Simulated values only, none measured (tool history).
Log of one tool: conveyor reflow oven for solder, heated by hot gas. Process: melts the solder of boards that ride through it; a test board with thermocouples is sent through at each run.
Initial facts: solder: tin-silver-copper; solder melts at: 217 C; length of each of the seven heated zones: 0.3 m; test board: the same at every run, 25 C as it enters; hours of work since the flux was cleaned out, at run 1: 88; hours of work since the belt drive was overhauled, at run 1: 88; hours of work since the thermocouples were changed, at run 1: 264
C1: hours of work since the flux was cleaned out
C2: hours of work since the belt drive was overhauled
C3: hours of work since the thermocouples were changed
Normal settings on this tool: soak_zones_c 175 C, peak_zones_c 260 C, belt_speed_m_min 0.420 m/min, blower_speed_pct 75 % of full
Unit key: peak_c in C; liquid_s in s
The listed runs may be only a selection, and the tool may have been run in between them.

Run 1, day 0.000: usual settings; C1 88; C2 88; C3 264. Result: peak_c 247.2 C, liquid_s 60.8 s.
Run 2, day 0.904: usual settings; C1 102; C2 102; C3 278. Result: peak_c 247.2 C, liquid_s 60.7 s.
Run 3, day 1.900: usual settings; C1 117; C2 117; C3 293. Result: peak_c 246.6 C, liquid_s 61.3 s.
Run 4, day 2.888: usual settings; C1 132; C2 132; C3 309. Result: peak_c 247.0 C, liquid_s 60.7 s.
Run 5, day 3.717: usual settings; C1 145; C2 145; C3 321. Result: peak_c 247.2 C, liquid_s 60.3 s.
Run 6, day 4.325: usual settings; C1 155; C2 155; C3 331. Result: peak_c 246.7 C, liquid_s 60.0 s.
Run 7, day 5.208: usual settings but soak_zones_c 176 C; C1 168; C2 168; C3 345. Result: peak_c 247.1 C, liquid_s 60.5 s.
Run 8, day 5.750: usual settings; C1 177; C2 177; C3 353. Result: peak_c 246.8 C, liquid_s 60.3 s.
Run 9, day 6.417: usual settings; C1 187; C2 187; C3 363. Result: peak_c 246.7 C, liquid_s 59.8 s.
Run 10, day 6.979: usual settings; C1 196; C2 196; C3 372. Result: peak_c 246.5 C, liquid_s 60.2 s.
Run 11, day 7.842: usual settings; C1 209; C2 209; C3 385. Result: peak_c 246.5 C, liquid_s 60.3 s.
Run 12, day 8.671: usual settings; C1 222; C2 222; C3 398. Result: peak_c 246.9 C, liquid_s 59.8 s.
Run 13, day 9.533: usual settings; C1 235; C2 235; C3 411. Result: peak_c 246.2 C, liquid_s 60.2 s.
Run 14, day 10.100: usual settings but belt_speed_m_min 0.465 m/min; C1 244; C2 244; C3 420. Result: peak_c 243.2 C, liquid_s 49.5 s.
Run 15, day 10.779: usual settings but belt_speed_m_min 0.465 m/min; C1 255; C2 255; C3 431. Result: peak_c 243.0 C, liquid_s 49.7 s.
Run 16, day 11.717: usual settings but belt_speed_m_min 0.426 m/min; C1 269; C2 269; C3 445. Result: peak_c 246.1 C, liquid_s 57.8 s.
Run 17, day 12.404: usual settings but belt_speed_m_min 0.426 m/min; C1 280; C2 280; C3 456. Result: peak_c 245.7 C, liquid_s 57.2 s.
Run 18, day 12.942: usual settings but belt_speed_m_min 0.426 m/min; C1 288; C2 288; C3 464. Result: peak_c 245.4 C, liquid_s 58.0 s.
Run 19, day 13.725: usual settings but soak_zones_c 164 C, peak_zones_c 266 C, belt_speed_m_min 0.362 m/min, blower_speed_pct 52 % of full; C1 300; C2 300; C3 476. Result: peak_c 247.0 C, liquid_s 64.8 s.
Run 20, day 14.558: usual settings but soak_zones_c 186 C, peak_zones_c 251 C, belt_speed_m_min 0.443 m/min; C1 313; C2 313; C3 489. Result: peak_c 238.5 C, liquid_s 52.2 s.
At day 15.033: flux residue cleaned out of gas plates and filters.
Run 21, day 15.950: usual settings but soak_zones_c 186 C, peak_zones_c 251 C, belt_speed_m_min 0.443 m/min; C1 14; C2 331; C3 508. Result: peak_c 240.6 C, liquid_s 56.8 s.
Run 22, day 17.017: usual settings but peak_zones_c 269 C, blower_speed_pct 52 % of full; C1 31; C2 348; C3 524. Result: peak_c 248.9 C, liquid_s 60.5 s.
Run 23, day 17.662: usual settings but peak_zones_c 269 C, belt_speed_m_min 0.455 m/min, blower_speed_pct 52 % of full; C1 41; C2 358; C3 534. Result: peak_c 245.7 C, liquid_s 51.7 s.
Run 24, day 18.796: usual settings but peak_zones_c 269 C, belt_speed_m_min 0.455 m/min, blower_speed_pct 52 % of full; C1 58; C2 375; C3 552. Result: peak_c 245.3 C, liquid_s 51.0 s.
Run 25, day 19.554: usual settings but soak_zones_c 161 C, peak_zones_c 271 C, belt_speed_m_min 0.411 m/min, blower_speed_pct 72 % of full; C1 70; C2 387; C3 563. Result: peak_c 255.3 C, liquid_s 63.9 s.

For each entry between runs, how does the tool's hidden state at the last listed run before it compare with that at the first listed run after it?
From run 20 to run 21: flux residue cleaned out of gas plates and filters (day 15.033)
  heat that the gas passes to the board, % of a clean oven's: 87.5 -> 98.6; belt's true speed, % of the reading: 99.6 -> 99.57; true gas temperature in zones 6 and 7 over the reading, C: 0.9 -> 0.93
  measured value less the no-hidden-state value, peak_c: -1.5 -> +0.6 C; liquid_s: -2.9 -> +0.8 s
